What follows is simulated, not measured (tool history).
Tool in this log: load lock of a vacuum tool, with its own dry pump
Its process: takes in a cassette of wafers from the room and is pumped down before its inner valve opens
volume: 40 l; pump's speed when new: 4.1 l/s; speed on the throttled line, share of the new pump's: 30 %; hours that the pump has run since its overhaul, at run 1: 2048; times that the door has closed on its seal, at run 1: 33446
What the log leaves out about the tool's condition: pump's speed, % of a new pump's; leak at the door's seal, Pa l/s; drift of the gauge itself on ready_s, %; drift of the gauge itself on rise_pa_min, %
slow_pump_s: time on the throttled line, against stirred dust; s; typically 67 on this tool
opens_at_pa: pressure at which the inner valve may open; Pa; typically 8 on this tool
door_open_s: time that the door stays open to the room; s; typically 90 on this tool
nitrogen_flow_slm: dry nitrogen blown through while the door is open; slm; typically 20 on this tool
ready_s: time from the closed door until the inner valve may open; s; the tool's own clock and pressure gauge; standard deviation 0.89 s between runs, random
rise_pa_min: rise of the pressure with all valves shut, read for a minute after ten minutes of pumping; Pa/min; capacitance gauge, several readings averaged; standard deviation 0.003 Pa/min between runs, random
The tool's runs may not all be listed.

run,hour,slow_pump_s,opens_at_pa,door_open_s,nitrogen_flow_slm,hours that the pump has run since its overhaul,times that the door has closed on its seal,"incoming humidity of the room's air, %",ready_s,rise_pa_min
1,0,67,8,90,20,2048,33446,46.3,139.9,0.13
2,231.5,67,8,90,20,2280,34417,44.5,140.5,0.133
3,480.5,67,8,90,20,2529,35462,45,142,0.141
4,868.7,67,8,90,20,2917,37090,46.1,141.4,0.145
5,1064.4,67,8,90,20,3113,37912,47.5,140,0.156
6,1481.8,67,8,90,20,3530,39662,43.1,140.8,0.156
7,1843.2,67,8,90,20,3892,41178,42.5,143.2,0.161
8,2283.6,67,8,90,20,4332,43026,51,142.7,0.176
9,2489.2,67,8,90,20,4538,43888,44.3,140.5,0.18
10,2936.5,67,8,90,20,4985,45765,46.9,145.3,0.189
11,3366.8,67,8,90,20,5415,47569,46,142.4,0.2
12,3819.5,67,8,90,20,5868,49469,46,144.1,0.205
13,4098.5,67,8,90,20,6147,50639,47.3,143.3,0.218
14,4550.3,67,8,90,20,6599,52534,45.4,143.8,0.227
15,4810.6,57,8,90,7,6859,53626,46.2,137.6,0.258
16,5195.9,57,8,90,7,7244,55242,42.6,137.5,0.259
17,5529,57,8,90,7,7577,56640,41.4,139.1,0.271
# hour 5849.4: door's seal changed, seat wiped
18,5849.4,70,8,184,10,7896,0,43.9,147.8,0.054
19,6301.5,96,11,90,5,8348,1897,40.7,163.5,0.046
20,6561,113,16,90,5,8608,2985,44.1,169.1,0.047
21,6834.6,35,9,90,20,8881,4133,46.6,124.1,0.034
22,7140.3,35,14,90,20,9187,5416,49.6,120.7,0.033
23,7422.1,35,8,90,20,9469,6598,46.4,125.4,0.035
24,7756.4,54,7,42,9,9803,8000,45.1,141.9,0.043
25,8219.6,67,8,110,14,10266,9943,48.7,149.3,0.057
26,8585.8,67,8,110,14,10633,11479,42.7,148.6,0.056
27,9046.6,111,8,90,6,11094,13412,41.5,176.9,0.068
28,9397.3,111,8,90,6,11444,14883,42.9,181.2,0.073

5 ways to go on from here, each from the tool as it stands after run 28. What would each give?
A,9694.3,78,8,68,9,11741,16129,44.7,?,?
B,9694.3,125,13,39,20,11741,16129,46.3,?,?
C,9694.3,111,8,90,6,11741,16129,44,?,?
D,9694.3,90,8,90,6,11741,16129,40.8,?,?
E,9694.3,72,8,90,6,11741,16129,44.4,?,?

run,ready_s,rise_pa_min
A,156.8,0.061
B,179.9,0.05
C,178.1,0.077
D,164.2,0.075
E,152.9,0.076
Stripped of hidden state, with their random variation kept, the same runs would have yielded:
run,ready_s,rise_pa_min
A,147,0.031
B,172.8,0.021
C,169.6,0.047
D,154.9,0.045
E,142.9,0.046
